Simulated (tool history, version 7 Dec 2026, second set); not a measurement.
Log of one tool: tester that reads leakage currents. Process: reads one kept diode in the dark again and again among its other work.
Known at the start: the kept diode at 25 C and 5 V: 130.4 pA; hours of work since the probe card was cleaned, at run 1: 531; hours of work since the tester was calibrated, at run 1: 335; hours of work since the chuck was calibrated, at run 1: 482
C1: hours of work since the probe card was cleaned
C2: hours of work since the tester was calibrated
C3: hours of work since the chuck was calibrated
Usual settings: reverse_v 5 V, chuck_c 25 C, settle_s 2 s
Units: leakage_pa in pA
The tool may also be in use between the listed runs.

Run 1, hour 0: usual settings; C1 531; C2 335; C3 482. Result: leakage_pa 122.63 pA.
Run 2, hour 29: usual settings but reverse_v 5.19 V; C1 550; C2 354; C3 501. Result: leakage_pa 124.79 pA.
Run 3, hour 57: usual settings but reverse_v 5.19 V; C1 568; C2 372; C3 519. Result: leakage_pa 124.63 pA.
Run 4, hour 110.1: usual settings but reverse_v 8.86 V; C1 602; C2 406; C3 553. Result: leakage_pa 165.94 pA.
Run 5, hour 161.4: usual settings but reverse_v 8.86 V, chuck_c 37 C; C1 635; C2 439; C3 586. Result: leakage_pa 419.24 pA.
Run 6, hour 185.2: usual settings but reverse_v 8.86 V, chuck_c 37 C; C1 650; C2 454; C3 601. Result: leakage_pa 415.7 pA.
Run 7, hour 228: usual settings but reverse_v 8.86 V, chuck_c 37 C; C1 678; C2 482; C3 629. Result: leakage_pa 418.14 pA.
Run 8, hour 281.1: usual settings; C1 712; C2 516; C3 663. Result: leakage_pa 119.94 pA.
Run 9, hour 313.7: usual settings; C1 733; C2 537; C3 684. Result: leakage_pa 119.34 pA.
Run 10, hour 364.2: usual settings; C1 765; C2 569; C3 716. Result: leakage_pa 119.37 pA.
Run 11, hour 400.9: usual settings but chuck_c 33 C; C1 789; C2 593; C3 740. Result: leakage_pa 223.23 pA.
Run 12, hour 433: usual settings but reverse_v 1.55 V; C1 810; C2 613; C3 761. Result: leakage_pa 62.54 pA.
Run 13, hour 485.3: usual settings but reverse_v 1.55 V; C1 843; C2 647; C3 794. Result: leakage_pa 61.87 pA.
Run 14, hour 542.4: usual settings but settle_s 2.1 s; C1 880; C2 684; C3 831. Result: leakage_pa 117.1 pA.
Run 15, hour 597.3: usual settings but settle_s 2.1 s; C1 915; C2 719; C3 866. Result: leakage_pa 116.89 pA.
Run 16, hour 649.2: usual settings but reverse_v 1.59 V, chuck_c 59 C, settle_s 3.8 s; C1 949; C2 752; C3 899. Result: leakage_pa 752.01 pA.
Run 17, hour 688.6: usual settings but reverse_v 1.59 V, chuck_c 59 C, settle_s 3.8 s; C1 974; C2 778; C3 925. Result: leakage_pa 748.63 pA.
Run 18, hour 737: usual settings but reverse_v 1.59 V, chuck_c 59 C, settle_s 3.8 s; C1 1005; C2 809; C3 956. Result: leakage_pa 746.13 pA.
Run 19, hour 764.2: usual settings but chuck_c 43 C; C1 1022; C2 826; C3 973. Result: leakage_pa 454.9 pA.
Run 20, hour 799: usual settings but reverse_v 10.89 V, settle_s 7.78 s; C1 1045; C2 849; C3 996. Result: leakage_pa 175.32 pA.
Run 21, hour 837: usual settings but reverse_v 12.04 V, chuck_c 21 C, settle_s 2.47 s; C1 1069; C2 873; C3 1020. Result: leakage_pa 135.6 pA.
Run 22, hour 882.3: usual settings but reverse_v 1.29 V, chuck_c 23 C, settle_s 0.57 s; C1 1098; C2 902; C3 1049. Result: leakage_pa 46.89 pA.

5 ways to go on from here, each from the tool as it stands after run 22. What would each give?
Run A, hour 922.3: usual settings but reverse_v 1.13 V, chuck_c 46 C, settle_s 1.5 s; C1 1124; C2 928; C3 1075. Result: leakage_pa ?.
Run B, hour 922.3: usual settings but reverse_v 19.38 V, chuck_c 31 C, settle_s 2.71 s; C1 1124; C2 928; C3 1075. Result: leakage_pa ?.
Run C, hour 922.3: usual settings but chuck_c 29 C, settle_s 1.58 s; C1 1124; C2 928; C3 1075. Result: leakage_pa ?.
Run D, hour 922.3: usual settings but chuck_c 47 C; C1 1124; C2 928; C3 1075. Result: leakage_pa ?.
Run E, hour 922.3: usual settings but reverse_v 14.49 V, chuck_c 41 C, settle_s 0.54 s; C1 1124; C2 928; C3 1075. Result: leakage_pa ?.

run  leakage_pa
  A      251.28
  B      384.02
  C       156.4
  D      599.62
  E      701.97
Without the tool's hidden state the same runs would have given:
run  leakage_pa
  A       290.1
  B      438.56
  C      180.77
  D       690.2
  E      805.78
